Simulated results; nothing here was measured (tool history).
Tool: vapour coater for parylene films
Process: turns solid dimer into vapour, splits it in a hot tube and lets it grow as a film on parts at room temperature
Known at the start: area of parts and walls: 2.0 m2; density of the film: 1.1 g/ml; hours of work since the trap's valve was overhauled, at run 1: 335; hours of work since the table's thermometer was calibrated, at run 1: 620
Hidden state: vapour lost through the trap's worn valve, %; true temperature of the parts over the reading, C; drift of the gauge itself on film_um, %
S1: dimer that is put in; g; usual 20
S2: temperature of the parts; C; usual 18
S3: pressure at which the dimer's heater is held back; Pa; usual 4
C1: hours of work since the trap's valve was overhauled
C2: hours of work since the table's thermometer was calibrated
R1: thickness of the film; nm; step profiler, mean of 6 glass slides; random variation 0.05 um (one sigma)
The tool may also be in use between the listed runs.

run 1 hour=0 | S1=20 S2=18 S3=4 | C1=335 C2=620 | R1=5820
run 2 hour=58.2 | S1=20 S2=18 S3=4 | C1=375 C2=659 | R1=5620
run 3 hour=126.6 | S1=20 S2=18 S3=4 | C1=421 C2=706 | R1=5680
-- hour=155.7 trap's valve overhauled
run 4 hour=165.6 | S1=20 S2=18 S3=4 | C1=7 C2=730 | R1=5720
run 5 hour=209.3 | S1=20 S2=18 S3=4 | C1=37 C2=760 | R1=5810
run 6 hour=278.7 | S1=23 S2=18 S3=4 | C1=84 C2=807 | R1=6670
run 7 hour=318.6 | S1=23 S2=18 S3=4 | C1=111 C2=834 | R1=6550
run 8 hour=379.3 | S1=11 S2=18 S3=4 | C1=153 C2=876 | R1=3130
run 9 hour=461.3 | S1=11 S2=18 S3=4 | C1=208 C2=931 | R1=3130
run 10 hour=497.4 | S1=11 S2=18 S3=4 | C1=233 C2=956 | R1=3150
run 11 hour=550.9 | S1=11 S2=18 S3=4 | C1=270 C2=993 | R1=3150
run 12 hour=605 | S1=11 S2=18 S3=4 | C1=306 C2=1029 | R1=3180
run 13 hour=684.5 | S1=11 S2=18 S3=4 | C1=361 C2=1084 | R1=3150
run 14 hour=745.6 | S1=11 S2=18 S3=4 | C1=402 C2=1125 | R1=3140
-- hour=796.2 trap's valve overhauled
run 15 hour=798.4 | S1=20 S2=18 S3=4 | C1=1 C2=1159 | R1=5700
run 16 hour=855.2 | S1=20 S2=18 S3=4 | C1=40 C2=1197 | R1=5660
run 17 hour=914.8 | S1=20 S2=18 S3=4 | C1=81 C2=1238 | R1=5750
run 18 hour=985.2 | S1=26 S2=18 S3=4 | C1=129 C2=1286 | R1=7500
run 19 hour=1034.1 | S1=20 S2=18 S3=2.23 | C1=162 C2=1319 | R1=6390
run 20 hour=1072.7 | S1=20 S2=18 S3=2.23 | C1=189 C2=1346 | R1=6510
run 21 hour=1124.3 | S1=20 S2=24 S3=4 | C1=224 C2=1381 | R1=5100
run 22 hour=1174.2 | S1=20 S2=18 S3=4 | C1=258 C2=1415 | R1=5780
run 23 hour=1213.5 | S1=20 S2=18 S3=4 | C1=285 C2=1442 | R1=5620
run 24 hour=1276.7 | S1=20 S2=18 S3=3.88 | C1=328 C2=1485 | R1=5700
run 25 hour=1326.5 | S1=20 S2=18 S3=3.88 | C1=362 C2=1519 | R1=5780
run 26 hour=1382.4 | S1=25 S2=20 S3=6.22 | C1=400 C2=1557 | R1=6190
run 27 hour=1418.9 | S1=25 S2=20 S3=6.22 | C1=425 C2=1582 | R1=6140
-- hour=1439.5 trap's valve overhauled
run 28 hour=1494.3 | S1=12 S2=13 S3=4 | C1=37 C2=1630 | R1=3760
run 29 hour=1563.7 | S1=11 S2=21 S3=2.45 | C1=85 C2=1678 | R1=3270
run 30 hour=1611.6 | S1=11 S2=21 S3=2.45 | C1=117 C2=1710 | R1=3280
run 31 hour=1689.9 | S1=11 S2=21 S3=2.45 | C1=171 C2=1764 | R1=3380
run 32 hour=1751.8 | S1=11 S2=21 S3=2.45 | C1=213 C2=1806 | R1=3280
run 33 hour=1807.7 | S1=8 S2=19 S3=4 | C1=251 C2=1844 | R1=2250
run 34 hour=1849 | S1=8 S2=19 S3=4 | C1=279 C2=1872 | R1=2260
run 35 hour=1886.4 | S1=13 S2=27 S3=5.38 | C1=305 C2=1898 | R1=2900
run 36 hour=1951.7 | S1=8 S2=13 S3=5.38 | C1=349 C2=1942 | R1=2390
-- hour=1994 table's thermometer calibrated
run 37 hour=1995.4 | S1=27 S2=18 S3=11.75 | C1=378 C2=1 | R1=6170
run 38 hour=2039.1 | S1=8 S2=18 S3=9.2 | C1=408 C2=31 | R1=1930
-- hour=2084.6 trap's valve overhauled
run 39 hour=2100.4 | S1=8 S2=18 S3=9.2 | C1=11 C2=70 | R1=1910
run 40 hour=2166.5 | S1=17 S2=11 S3=3.12 | C1=56 C2=115 | R1=5970
run 41 hour=2235.3 | S1=9 S2=23 S3=6.92 | C1=103 C2=162 | R1=2080
run 42 hour=2312 | S1=19 S2=29 S3=6.92 | C1=155 C2=214 | R1=3920
run 43 hour=2367.8 | S1=8 S2=13 S3=2.29 | C1=193 C2=252 | R1=2840
run 44 hour=2412.8 | S1=8 S2=13 S3=2.29 | C1=224 C2=283 | R1=2830
run 45 hour=2448.3 | S1=30 S2=18 S3=3.94 | C1=248 C2=307 | R1=8630
run 46 hour=2485.1 | S1=9 S2=18 S3=3.62 | C1=273 C2=332 | R1=2590

5 ways to go on from here, each from the tool as it stands after run 46. What would each give?
run A hour=2528.9 | S1=9 S2=12 S3=4 | C1=303 C2=362 | R1=?
run B hour=2528.9 | S1=13 S2=15 S3=2.5 | C1=303 C2=362 | R1=?
run C hour=2528.9 | S1=17 S2=11 S3=2.91 | C1=303 C2=362 | R1=?
run D hour=2528.9 | S1=11 S2=10 S3=2.59 | C1=303 C2=362 | R1=?
run E hour=2528.9 | S1=8 S2=17 S3=3.25 | C1=303 C2=362 | R1=?

run=A R1=2890
run=B R1=4410
run=C R1=5930
run=D R1=4110
run=E R1=2440
Without the tool's hidden state the same runs would have given:
run=A R1=2900
run=B R1=4420
run=C R1=5950
run=D R1=4130
run=E R1=2450

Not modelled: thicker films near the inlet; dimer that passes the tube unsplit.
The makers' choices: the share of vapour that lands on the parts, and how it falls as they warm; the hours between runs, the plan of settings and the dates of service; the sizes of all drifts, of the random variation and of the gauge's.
